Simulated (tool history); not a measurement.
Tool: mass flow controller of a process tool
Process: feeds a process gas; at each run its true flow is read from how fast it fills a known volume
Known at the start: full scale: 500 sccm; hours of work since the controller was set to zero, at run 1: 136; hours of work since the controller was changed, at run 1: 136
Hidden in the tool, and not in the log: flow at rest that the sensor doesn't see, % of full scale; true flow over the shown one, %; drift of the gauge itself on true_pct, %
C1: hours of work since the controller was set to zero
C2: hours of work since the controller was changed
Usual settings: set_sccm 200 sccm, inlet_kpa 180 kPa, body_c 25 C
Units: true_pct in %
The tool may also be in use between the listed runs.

run 1 hour=0 | set_sccm=200 inlet_kpa=180 body_c=25 | C1=136 C2=136 | true_pct=98.77
run 2 hour=93.1 | set_sccm=200 inlet_kpa=155 body_c=25 | C1=185 C2=185 | true_pct=98.69
run 3 hour=188.3 | set_sccm=200 inlet_kpa=155 body_c=25 | C1=235 C2=235 | true_pct=98.8
run 4 hour=274.8 | set_sccm=200 inlet_kpa=155 body_c=25 | C1=280 C2=280 | true_pct=98.67
run 5 hour=347 | set_sccm=200 inlet_kpa=155 body_c=25 | C1=318 C2=318 | true_pct=98.48
run 6 hour=392.5 | set_sccm=200 inlet_kpa=155 body_c=25 | C1=342 C2=342 | true_pct=98.57
run 7 hour=484.6 | set_sccm=268 inlet_kpa=180 body_c=25 | C1=390 C2=390 | true_pct=98.83
run 8 hour=541.9 | set_sccm=268 inlet_kpa=180 body_c=25 | C1=421 C2=421 | true_pct=98.83
run 9 hour=624.9 | set_sccm=268 inlet_kpa=180 body_c=25 | C1=464 C2=464 | true_pct=98.74
run 10 hour=698.7 | set_sccm=200 inlet_kpa=180 body_c=25 | C1=503 C2=503 | true_pct=98.36
run 11 hour=765.4 | set_sccm=200 inlet_kpa=180 body_c=25 | C1=538 C2=538 | true_pct=98.35
run 12 hour=831.1 | set_sccm=200 inlet_kpa=180 body_c=31 | C1=573 C2=573 | true_pct=98.48
run 13 hour=914.2 | set_sccm=200 inlet_kpa=180 body_c=31 | C1=616 C2=616 | true_pct=98.5
run 14 hour=982.4 | set_sccm=200 inlet_kpa=180 body_c=38 | C1=652 C2=652 | true_pct=98.73
run 15 hour=1085.5 | set_sccm=200 inlet_kpa=180 body_c=38 | C1=706 C2=706 | true_pct=98.62
run 16 hour=1147 | set_sccm=161 inlet_kpa=219 body_c=23 | C1=739 C2=739 | true_pct=97.74
-- hour=1155.1 controller's zero set anew
run 17 hour=1246.9 | set_sccm=374 inlet_kpa=180 body_c=25 | C1=48 C2=791 | true_pct=99.06
run 18 hour=1299.1 | set_sccm=200 inlet_kpa=186 body_c=34 | C1=76 C2=818 | true_pct=98.14

Run 19 comes next. What will it give?
run 19 hour=1400.4 | set_sccm=136 inlet_kpa=184 body_c=39 | C1=129 C2=872 | true_pct=?

true_pct: 97.57 %
Without the tool's hidden state the same run would have given true_pct 98.88 %.
